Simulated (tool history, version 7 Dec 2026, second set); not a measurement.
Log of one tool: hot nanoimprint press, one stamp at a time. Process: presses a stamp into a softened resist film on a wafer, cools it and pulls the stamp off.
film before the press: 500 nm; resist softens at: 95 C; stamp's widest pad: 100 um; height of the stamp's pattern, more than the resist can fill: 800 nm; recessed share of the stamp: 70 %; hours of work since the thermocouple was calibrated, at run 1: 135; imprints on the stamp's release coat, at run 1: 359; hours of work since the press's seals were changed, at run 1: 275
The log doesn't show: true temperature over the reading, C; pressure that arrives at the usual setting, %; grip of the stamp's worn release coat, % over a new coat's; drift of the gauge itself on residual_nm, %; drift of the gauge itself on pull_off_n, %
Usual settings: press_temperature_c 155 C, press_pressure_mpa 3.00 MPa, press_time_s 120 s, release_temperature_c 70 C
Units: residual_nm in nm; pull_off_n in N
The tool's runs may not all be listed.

| run | hour | press_temperature_c | press_pressure_mpa | press_time_s | release_temperature_c | hours of work since the thermocouple was calibrated | imprints on the stamp's release coat | hours of work since the press's seals were changed | residual_nm | pull_off_n |
|---|---|---|---|---|---|---|---|---|---|---|
| 1 | 0.0 | 155 | 3.00 | 120 | 70 | 135 | 359 | 275 | 253.7 | 180 |
| 2 | 16.4 | 155 | 3.00 | 120 | 70 | 142 | 398 | 282 | 254.6 | 186 |
| 3 | 27.1 | 155 | 3.00 | 120 | 70 | 147 | 424 | 286 | 255.1 | 186 |
| 4 | 42.7 | 155 | 3.00 | 120 | 70 | 153 | 461 | 293 | 252.3 | 193 |
| 5 | 53.3 | 155 | 3.00 | 120 | 65 | 158 | 487 | 297 | 255.8 | 208 |
| 6 | 62.3 | 155 | 2.14 | 120 | 59 | 161 | 509 | 301 | 290.7 | 228 |
| 7 | 71.6 | 153 | 4.47 | 154 | 75 | 165 | 531 | 305 | 205.8 | 172 |
| 8 | 84.7 | 150 | 2.84 | 118 | 60 | 171 | 563 | 310 | 308.9 | 232 |
| 9 | 95.4 | 150 | 1.97 | 118 | 60 | 175 | 588 | 315 | 354.2 | 227 |
| 10 | 104.8 | 150 | 1.97 | 118 | 60 | 179 | 611 | 319 | 353.2 | 223 |

The same runs without the tool's hidden state, with the same run-to-run variation:
| run | residual_nm | pull_off_n |
|---|---|---|
| 1 | 244.3 | 163 |
| 2 | 244.9 | 167 |
| 3 | 245.2 | 165 |
| 4 | 242.2 | 170 |
| 5 | 245.3 | 183 |
| 6 | 280.4 | 199 |
| 7 | 195.2 | 149 |
| 8 | 296.6 | 201 |
| 9 | 342.7 | 195 |
| 10 | 341.5 | 190 |
